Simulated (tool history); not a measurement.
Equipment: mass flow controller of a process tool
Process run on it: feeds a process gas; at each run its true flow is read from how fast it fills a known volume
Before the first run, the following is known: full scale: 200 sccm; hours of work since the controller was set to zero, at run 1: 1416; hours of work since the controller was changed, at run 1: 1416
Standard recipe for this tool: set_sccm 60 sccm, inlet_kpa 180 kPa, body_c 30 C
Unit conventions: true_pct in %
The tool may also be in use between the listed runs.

run     hour  set_sccm  inlet_kpa  body_c  hours of work since the controller was set to zero  hours of work since the controller was changed  true_pct
  1      0.0        60        180      30                                                1416                                            1416     97.48
  2    364.8        60        180      30                                                1542                                            1542     97.66
  3    612.1       144        180      30                                                1627                                            1627     99.43
  4   1058.2       144        180      27                                                1781                                            1781     99.21
  5   1537.7        60        180      30                                                1946                                            1946     97.18
  6   1822.7        60        180      30                                                2044                                            2044     97.44
  7   2062.6        60        180      30                                                2127                                            2127     97.40
  8   2468.0        60        172      30                                                2267                                            2267     97.21
  9   2924.2        33        180      30                                                2424                                            2424     95.50
 10   3163.4        60        180      21                                                2507                                            2507     96.74
 11   3653.1        60        180      39                                                2676                                            2676     97.56
 12   4077.8        60        180      30                                                2822                                            2822     97.15
 13   4606.7        60        180      32                                                3004                                            3004     97.13
 14   5086.2        60        180      32                                                3170                                            3170     97.09
      5130.7  -- controller's zero set anew
 15   5611.3        60        203      32                                                 166                                            3351     96.00
 16   5959.5        60        180      30                                                 286                                            3471     95.69
 17   6399.0        60        180      30                                                 437                                            3622     95.74
 18   6685.0        60        180      30                                                 536                                            3721     95.70
 19   6968.3        28        141      32                                                 634                                            3819     91.11
 20   7393.8        57        188      31                                                 780                                            3965     95.34
 21   7698.7        86        172      31                                                 886                                            4071     97.12
      7926.4  -- controller's zero set anew, once more
 22   8065.4        60        180      32                                                  48                                            4197     99.25
 23   8507.2        60        180      32                                                 200                                            4349     99.20
 24   8826.5        60        145      21                                                 310                                            4459     98.48
 25   9079.1        60        243      22                                                 397                                            4546     98.78
 26   9407.3        60        243      22                                                 511                                            4660     98.93
 27   9881.0        92        185      22                                                 674                                            4823     99.15
 28  10293.8        92        185      22                                                 816                                            4965     99.09

Estimate the outcome of run 29 from the log above:
 29  10523.4        92        201      31                                                 896                                            5044         ?

true_pct: 99.81 %
With no hidden state in the tool, this same run would have given true_pct 98.61 %.

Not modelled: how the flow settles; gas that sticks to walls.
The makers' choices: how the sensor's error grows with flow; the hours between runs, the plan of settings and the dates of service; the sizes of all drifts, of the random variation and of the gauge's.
